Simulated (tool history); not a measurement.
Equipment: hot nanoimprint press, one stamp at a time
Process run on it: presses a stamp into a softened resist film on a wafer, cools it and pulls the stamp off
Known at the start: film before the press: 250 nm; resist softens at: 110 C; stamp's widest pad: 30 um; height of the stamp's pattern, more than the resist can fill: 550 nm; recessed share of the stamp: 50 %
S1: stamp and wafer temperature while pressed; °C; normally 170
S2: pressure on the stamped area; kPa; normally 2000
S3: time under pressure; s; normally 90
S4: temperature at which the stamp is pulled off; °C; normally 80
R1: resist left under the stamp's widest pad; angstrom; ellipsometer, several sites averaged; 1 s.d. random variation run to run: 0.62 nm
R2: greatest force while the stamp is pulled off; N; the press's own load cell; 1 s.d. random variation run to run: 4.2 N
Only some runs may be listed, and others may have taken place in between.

run	hour	S1	S2	S3	S4	R1	R2
1	0.0	170	2000	90	80	899	202
# hour 31.5: plate thermocouple calibrated
# hour 42.1: stamp cleaned and given a new release coat
2	59.3	170	2000	90	80	911	207
3	97.1	170	2000	90	80	896	204
4	150.8	170	2000	90	80	897	202
5	192.0	170	2000	90	80	907	202
6	229.2	170	2000	111	80	829	206
7	285.0	170	2000	111	80	818	203
8	313.7	170	2000	90	80	909	202
9	345.4	170	2000	90	80	887	210
10	414.1	170	2000	58	80	1070	201
11	464.1	160	2000	58	80	1834	201
# hour 491.0: stamp cleaned and given a new release coat
12	521.0	160	2000	58	80	1860	209
# hour 557.8: plate thermocouple calibrated
13	568.1	171	2000	58	80	1014	203
# hour 609.4: press's hydraulic seals changed and the load cell set to zero
14	633.9	171	2000	58	80	1024	208
15	668.7	170	2380	90	80	843	208
16	712.0	170	2380	90	80	845	209
17	761.3	175	2060	51	69	816	233
18	794.2	159	3050	53	85	1770	191
19	861.6	162	2000	90	80	1496	200
20	889.4	174	2730	62	80	706	208
# hour 953.2: stamp cleaned and given a new release coat
21	961.1	170	2430	90	67	831	241
22	1006.4	178	1490	177	67	443	241
23	1046.6	175	2340	177	65	433	243
24	1075.1	175	2340	177	67	439	237
# hour 1087.8: plate thermocouple calibrated
25	1131.9	161	2000	120	80	1435	205
26	1181.9	161	2000	120	80	1435	209
27	1213.8	172	2000	47	80	1044	200
28	1281.4	170	2300	136	80	706	203
29	1318.9	180	2300	144	80	334	209

Below are 5 alternative next runs, each starting from the tool's condition after run 29. Predict each:
A	1362.4	177	1240	90	82	?	?
B	1362.4	170	2000	90	75	?	?
C	1362.4	170	1880	144	78	?	?
D	1362.4	180	1740	144	80	?	?
E	1362.4	174	1540	102	80	?	?

run	R1	R2
A	713	201
B	905	223
C	751	215
D	396	206
E	739	205
The same runs, with their run-to-run variation unchanged, on a tool lacking any hidden condition would have given:
run	R1	R2
A	713	199
B	905	221
C	752	213
D	397	204
E	740	203

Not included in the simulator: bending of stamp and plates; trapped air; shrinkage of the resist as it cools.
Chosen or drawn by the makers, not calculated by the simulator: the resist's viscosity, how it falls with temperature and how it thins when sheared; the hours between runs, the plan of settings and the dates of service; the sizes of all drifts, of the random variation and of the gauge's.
